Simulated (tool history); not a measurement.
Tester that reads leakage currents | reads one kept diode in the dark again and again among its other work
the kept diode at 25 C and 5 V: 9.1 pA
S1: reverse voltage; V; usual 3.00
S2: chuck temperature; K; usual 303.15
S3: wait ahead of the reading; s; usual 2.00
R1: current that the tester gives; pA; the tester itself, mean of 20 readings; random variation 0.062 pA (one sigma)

{"run": 1, "hour": 0.0, "S1": 3.0, "S2": 303.15, "S3": 2.0, "R1": 12.85}
{"run": 2, "hour": 70.1, "S1": 3.0, "S2": 303.15, "S3": 0.97, "R1": 12.98}
{"run": 3, "hour": 138.4, "S1": 3.0, "S2": 303.15, "S3": 2.0, "R1": 12.76}
{"run": 4, "hour": 196.6, "S1": 3.0, "S2": 303.15, "S3": 2.0, "R1": 12.82}
{"run": 5, "hour": 247.0, "S1": 3.0, "S2": 303.15, "S3": 3.73, "R1": 12.66}
{"run": 6, "hour": 291.0, "S1": 3.0, "S2": 303.15, "S3": 3.73, "R1": 12.59}
{"run": 7, "hour": 352.7, "S1": 3.0, "S2": 303.15, "S3": 2.0, "R1": 12.65}
{"run": 8, "hour": 410.2, "S1": 1.1, "S2": 303.15, "S3": 2.0, "R1": 8.44}
{"run": 9, "hour": 466.5, "S1": 1.1, "S2": 303.15, "S3": 2.0, "R1": 8.46}
{"hour": 473.6, "done": "chuck's temperature calibrated"}
{"run": 10, "hour": 531.4, "S1": 1.1, "S2": 303.15, "S3": 2.0, "R1": 9.47}
{"run": 11, "hour": 597.9, "S1": 3.0, "S2": 303.15, "S3": 0.79, "R1": 14.54}
{"run": 12, "hour": 628.8, "S1": 3.0, "S2": 329.15, "S3": 2.54, "R1": 86.66}
{"run": 13, "hour": 672.8, "S1": 2.54, "S2": 329.15, "S3": 2.54, "R1": 81.93}
{"run": 14, "hour": 724.7, "S1": 5.86, "S2": 308.15, "S3": 2.54, "R1": 26.22}
{"run": 15, "hour": 763.5, "S1": 3.06, "S2": 308.15, "S3": 2.0, "R1": 19.87}
{"run": 16, "hour": 818.1, "S1": 3.39, "S2": 295.15, "S3": 3.71, "R1": 8.66}
{"run": 17, "hour": 872.0, "S1": 2.46, "S2": 315.15, "S3": 1.1, "R1": 30.37}
{"run": 18, "hour": 913.2, "S1": 2.46, "S2": 315.15, "S3": 1.1, "R1": 30.35}
{"run": 19, "hour": 959.2, "S1": 2.46, "S2": 315.15, "S3": 1.1, "R1": 30.39}
{"run": 20, "hour": 1029.7, "S1": 2.46, "S2": 315.15, "S3": 1.1, "R1": 29.99}
{"run": 21, "hour": 1094.9, "S1": 7.84, "S2": 306.15, "S3": 2.0, "R1": 26.65}

Forecast each of these 4 alternatives for the next run:
{"run": "A", "hour": 1130.1, "S1": 2.87, "S2": 296.15, "S3": 2.0, "R1": "?"}
{"run": "B", "hour": 1130.1, "S1": 7.84, "S2": 297.15, "S3": 0.86, "R1": "?"}
{"run": "C", "hour": 1130.1, "S1": 7.77, "S2": 303.15, "S3": 2.0, "R1": "?"}
{"run": "D", "hour": 1130.1, "S1": 3.0, "S2": 303.15, "S3": 4.33, "R1": "?"}

run=A R1=8.79
run=B R1=17.19
run=C R1=22.22
run=D R1=13.95
Without the tool's hidden state the same runs would have given:
run=A R1=6.81
run=B R1=11.44
run=C R1=16.80
run=D R1=12.07
